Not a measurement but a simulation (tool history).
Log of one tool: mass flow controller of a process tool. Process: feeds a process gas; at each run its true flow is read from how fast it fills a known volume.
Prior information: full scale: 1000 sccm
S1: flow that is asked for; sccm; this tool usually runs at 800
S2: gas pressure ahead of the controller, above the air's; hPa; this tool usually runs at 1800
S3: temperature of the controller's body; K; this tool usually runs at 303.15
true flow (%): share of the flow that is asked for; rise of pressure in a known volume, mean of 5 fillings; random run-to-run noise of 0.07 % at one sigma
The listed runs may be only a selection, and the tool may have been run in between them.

run 1 hour=0 | S1=800 S2=1800 S3=303.15 | true_flow_(%)=99.19
run 2 hour=81.6 | S1=800 S2=1800 S3=303.15 | true_flow_(%)=99.06
run 3 hour=128.6 | S1=800 S2=1800 S3=303.15 | true_flow_(%)=99.15
run 4 hour=168.5 | S1=800 S2=1800 S3=303.15 | true_flow_(%)=99.23
run 5 hour=213.9 | S1=800 S2=1800 S3=303.15 | true_flow_(%)=99.16
run 6 hour=250.1 | S1=800 S2=1800 S3=303.15 | true_flow_(%)=99.27
run 7 hour=287.2 | S1=800 S2=1800 S3=303.15 | true_flow_(%)=99.24
run 8 hour=320.7 | S1=800 S2=1800 S3=299.15 | true_flow_(%)=99.66
run 9 hour=356 | S1=800 S2=1800 S3=299.15 | true_flow_(%)=99.59
run 10 hour=432.4 | S1=800 S2=1800 S3=303.15 | true_flow_(%)=98.97
run 11 hour=488.7 | S1=800 S2=1800 S3=303.15 | true_flow_(%)=99.1
run 12 hour=558 | S1=800 S2=1800 S3=303.15 | true_flow_(%)=99.01
run 13 hour=595.6 | S1=204 S2=1800 S3=294.15 | true_flow_(%)=99.8
run 14 hour=635.3 | S1=393 S2=1800 S3=303.15 | true_flow_(%)=98.93
run 15 hour=686.1 | S1=811 S2=1930 S3=303.15 | true_flow_(%)=99.09
run 16 hour=722.2 | S1=811 S2=1930 S3=303.15 | true_flow_(%)=99.03
run 17 hour=799.2 | S1=811 S2=1930 S3=303.15 | true_flow_(%)=99.27
run 18 hour=881.2 | S1=811 S2=1930 S3=303.15 | true_flow_(%)=99.19
run 19 hour=948.4 | S1=811 S2=1930 S3=303.15 | true_flow_(%)=99.15
run 20 hour=1001.5 | S1=811 S2=2130 S3=296.15 | true_flow_(%)=99.76
run 21 hour=1042.9 | S1=811 S2=2130 S3=296.15 | true_flow_(%)=99.63
run 22 hour=1082.3 | S1=118 S2=1680 S3=296.15 | true_flow_(%)=100.16
run 23 hour=1117.3 | S1=453 S2=2500 S3=312.15 | true_flow_(%)=97.86

Measured result minus the same run's result without the hidden state. Both carry the same run-to-run variation, though not necessarily the same gauge scatter:
Hidden conditions of the tool in this case: flow at rest that the sensor doesn't see, % of full scale; true flow over the shown one, %; drift of the gauge itself on true_pct, %.
run=1 true_flow_(%)=-0.15
run=2 true_flow_(%)=-0.17
run=3 true_flow_(%)=-0.18
run=4 true_flow_(%)=-0.18
run=5 true_flow_(%)=-0.19
run=6 true_flow_(%)=-0.19
run=7 true_flow_(%)=-0.2
run=8 true_flow_(%)=-0.2
run=9 true_flow_(%)=-0.21
run=10 true_flow_(%)=-0.22
run=11 true_flow_(%)=-0.23
run=12 true_flow_(%)=-0.24
run=13 true_flow_(%)=+0.16
run=14 true_flow_(%)=-0.1
run=15 true_flow_(%)=-0.26
run=16 true_flow_(%)=-0.27
run=17 true_flow_(%)=-0.28
run=18 true_flow_(%)=-0.29
run=19 true_flow_(%)=-0.3
run=20 true_flow_(%)=-0.31
run=21 true_flow_(%)=-0.31
run=22 true_flow_(%)=+0.72
run=23 true_flow_(%)=-0.19
